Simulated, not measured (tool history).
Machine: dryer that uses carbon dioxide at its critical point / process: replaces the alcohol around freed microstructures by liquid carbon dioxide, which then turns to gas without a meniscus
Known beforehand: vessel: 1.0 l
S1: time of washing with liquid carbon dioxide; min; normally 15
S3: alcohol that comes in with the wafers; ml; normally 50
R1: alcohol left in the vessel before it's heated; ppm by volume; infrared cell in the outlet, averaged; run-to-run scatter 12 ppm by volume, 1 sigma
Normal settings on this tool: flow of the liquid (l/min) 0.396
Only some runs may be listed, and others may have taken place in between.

Run 1, hour 0: usual settings. Result: R1 999 ppm by volume.
Run 2, hour 49.2: usual settings but flow of the liquid (l/min) 0.341. Result: R1 1407 ppm by volume.
Run 3, hour 77.4: usual settings. Result: R1 765 ppm by volume.
Run 4, hour 124.6: usual settings. Result: R1 772 ppm by volume.
Run 5, hour 154.9: usual settings but S1 14 min. Result: R1 1016 ppm by volume.
Run 6, hour 190.6: usual settings but S3 57 ml. Result: R1 937 ppm by volume.
Run 7, hour 214.3: usual settings. Result: R1 819 ppm by volume.
Run 8, hour 251.9: usual settings. Result: R1 836 ppm by volume.
Run 9, hour 286.9: usual settings but flow of the liquid (l/min) 0.438. Result: R1 577 ppm by volume.
Run 10, hour 320: usual settings but S3 80 ml. Result: R1 1420 ppm by volume.
Run 11, hour 350.7: usual settings. Result: R1 945 ppm by volume.
Run 12, hour 384.7: usual settings. Result: R1 957 ppm by volume.
Run 13, hour 410.8: usual settings. Result: R1 968 ppm by volume.
Run 14, hour 447.5: usual settings. Result: R1 954 ppm by volume.
Run 15, hour 494.1: usual settings. Result: R1 1014 ppm by volume.
Run 16, hour 523.6: usual settings but S1 10 min. Result: R1 3002 ppm by volume.
Run 17, hour 553.3: usual settings but S1 10 min. Result: R1 2952 ppm by volume.
Run 18, hour 599.7: usual settings but S1 10 min, flow of the liquid (l/min) 0.336. Result: R1 4783 ppm by volume.
Run 19, hour 656.1: usual settings but S3 95 ml. Result: R1 1568 ppm by volume.
Run 20, hour 713.3: usual settings but flow of the liquid (l/min) 0.362, S3 95 ml. Result: R1 2314 ppm by volume.
Run 21, hour 761.2: usual settings but S3 104 ml. Result: R1 1846 ppm by volume.
Run 22, hour 789.9: usual settings but S3 111 ml. Result: R1 1951 ppm by volume.
Run 23, hour 846.7: usual settings but S3 111 ml. Result: R1 2057 ppm by volume.
Run 24, hour 872.3: usual settings but S1 10 min, flow of the liquid (l/min) 0.416, S3 113 ml. Result: R1 6827 ppm by volume.
Run 25, hour 926: usual settings but flow of the liquid (l/min) 0.248. Result: R1 4563 ppm by volume.
Run 26, hour 950.7: usual settings but S1 10 min, flow of the liquid (l/min) 0.252. Result: R1 9822 ppm by volume.
Run 27, hour 990.1: usual settings but S1 18 min, flow of the liquid (l/min) 0.665, S3 105 ml. Result: R1 76 ppm by volume.
Run 28, hour 1024: usual settings but S1 18 min, flow of the liquid (l/min) 0.57, S3 108 ml. Result: R1 129 ppm by volume.
Run 29, hour 1048.6: usual settings but S1 18 min, flow of the liquid (l/min) 0.57, S3 108 ml. Result: R1 119 ppm by volume.
Run 30, hour 1085.6: usual settings but S1 21 min, S3 46 ml. Result: R1 190 ppm by volume.
Run 31, hour 1123.3: usual settings but S1 21 min, flow of the liquid (l/min) 0.637, S3 41 ml. Result: R1 62 ppm by volume.
Run 32, hour 1177.3: usual settings but S1 16 min, flow of the liquid (l/min) 0.386, S3 26 ml. Result: R1 432 ppm by volume.
Run 33, hour 1223.4: usual settings but S1 11 min, flow of the liquid (l/min) 0.587, S3 25 ml. Result: R1 338 ppm by volume.
Run 34, hour 1246.4: usual settings but S1 11 min, flow of the liquid (l/min) 0.45, S3 25 ml. Result: R1 905 ppm by volume.
Run 35, hour 1303.6: usual settings but S1 14 min, flow of the liquid (l/min) 0.527, S3 120 ml. Result: R1 805 ppm by volume.
Run 36, hour 1350.7: usual settings but flow of the liquid (l/min) 0.477. Result: R1 477 ppm by volume.
Run 37, hour 1390.8: usual settings but S1 23 min, flow of the liquid (l/min) 0.348. Result: R1 338 ppm by volume.
Run 38, hour 1443.8: usual settings but S1 23 min, flow of the liquid (l/min) 0.248, S3 33 ml. Result: R1 733 ppm by volume.
Run 39, hour 1488.7: usual settings but S1 23 min, flow of the liquid (l/min) 0.248, S3 33 ml. Result: R1 755 ppm by volume.
Run 40, hour 1514.1: usual settings but S1 11 min, flow of the liquid (l/min) 0.248, S3 53 ml. Result: R1 8426 ppm by volume.

The log once held 4 entries between its listed runs, left out of this copy. Where does each go, and what is different about the tool's unlogged condition between the listed run before it and the listed run after it?
In the gap between runs 1 and 2: inlet filter changed (hour 45.7)
  flow that reaches the vessel past the clogged filter, %: 92.7 -> 99.6; alcohol in the recycled carbon dioxide, ppm: 5.8 -> 8.2
  measured minus no-state result, R1: +266 -> +24 ppm by volume
In the gap between runs 15 and 16: inlet filter changed (hour 511.7)
  flow that reaches the vessel past the clogged filter, %: 93 -> 99.7; alcohol in the recycled carbon dioxide, ppm: 31.4 -> 32.7
  measured minus no-state result, R1: +280 -> +50 ppm by volume
In the gap between runs 26 and 27: inlet filter changed (hour 976.4)
  flow that reaches the vessel past the clogged filter, %: 93.2 -> 99.6; alcohol in the recycled carbon dioxide, ppm: 54.8 -> 56.6
  measured minus no-state result, R1: +1138 -> +52 ppm by volume
In the gap between runs 37 and 38: inlet filter changed (hour 1439.8)
  flow that reaches the vessel past the clogged filter, %: 93.5 -> 99.8; alcohol in the recycled carbon dioxide, ppm: 77.7 -> 80.5
  measured minus no-state result, R1: +151 -> +80 ppm by volume
